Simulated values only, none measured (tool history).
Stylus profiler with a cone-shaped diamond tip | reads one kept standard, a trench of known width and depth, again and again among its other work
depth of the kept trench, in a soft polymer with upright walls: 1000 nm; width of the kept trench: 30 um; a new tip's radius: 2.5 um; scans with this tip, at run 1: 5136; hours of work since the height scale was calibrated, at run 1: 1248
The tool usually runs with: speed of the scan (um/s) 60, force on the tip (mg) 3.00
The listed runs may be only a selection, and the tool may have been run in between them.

run,hour,speed of the scan (um/s),force on the tip (mg),scans with this tip,hours of work since the height scale was calibrated,depth of the trench (Å),width of the trench's floor (um)
1,0.0,60,3.00,5136,1248,10155.4,24.38
2,21.7,60,3.00,5201,1264,10154.0,24.34
3,63.9,22,3.00,5329,1295,10155.8,24.42
4,99.6,60,3.00,5437,1321,10153.9,24.28
5,118.4,60,3.00,5495,1335,10150.9,24.21
6,140.9,60,3.00,5563,1351,10152.8,24.26
7,164.7,60,3.00,5635,1369,10155.7,24.23
8,188.4,60,3.00,5707,1386,10154.7,24.17
9,212.4,60,3.00,5780,1404,10148.1,24.21
10,236.9,60,3.00,5854,1422,10153.5,24.14
11,259.9,159,6.24,5924,1439,10258.6,24.02
12,289.1,60,4.49,6012,1461,10204.6,24.15
13,327.0,56,4.95,6127,1489,10221.8,24.14
# hour 331.0: height scale calibrated on a step standard
14,367.5,46,4.23,6249,27,10180.1,24.16
15,387.7,46,4.23,6310,42,10187.2,24.17
16,406.9,46,4.23,6368,56,10188.2,24.13
# hour 429.3: height scale calibrated on a step standard, once more
17,447.0,68,4.23,6488,13,10211.0,24.02
18,478.6,68,4.23,6584,36,10211.5,24.06
19,510.9,215,7.48,6682,60,10307.9,23.80
20,548.7,60,1.65,6796,88,10109.4,23.84

5 options for the next run, each taken on its own from the tool as it stands now. Forecast them:
A,592.4,18,5.63,6929,120,?,?
B,592.4,69,1.50,6929,120,?,?
C,592.4,57,4.11,6929,120,?,?
D,592.4,85,1.99,6929,120,?,?
E,592.4,60,1.51,6929,120,?,?

run,depth of the trench (Å),width of the trench's floor (um)
A,10254.9,24.03
B,10103.5,23.79
C,10204.5,24.00
D,10123.3,23.74
E,10104.9,23.86
Had the tool no hidden state, the same runs would have come out as:
run,depth of the trench (Å),width of the trench's floor (um)
A,10257.5,25.92
B,10106.1,25.68
C,10207.1,25.89
D,10125.9,25.63
E,10107.5,25.75
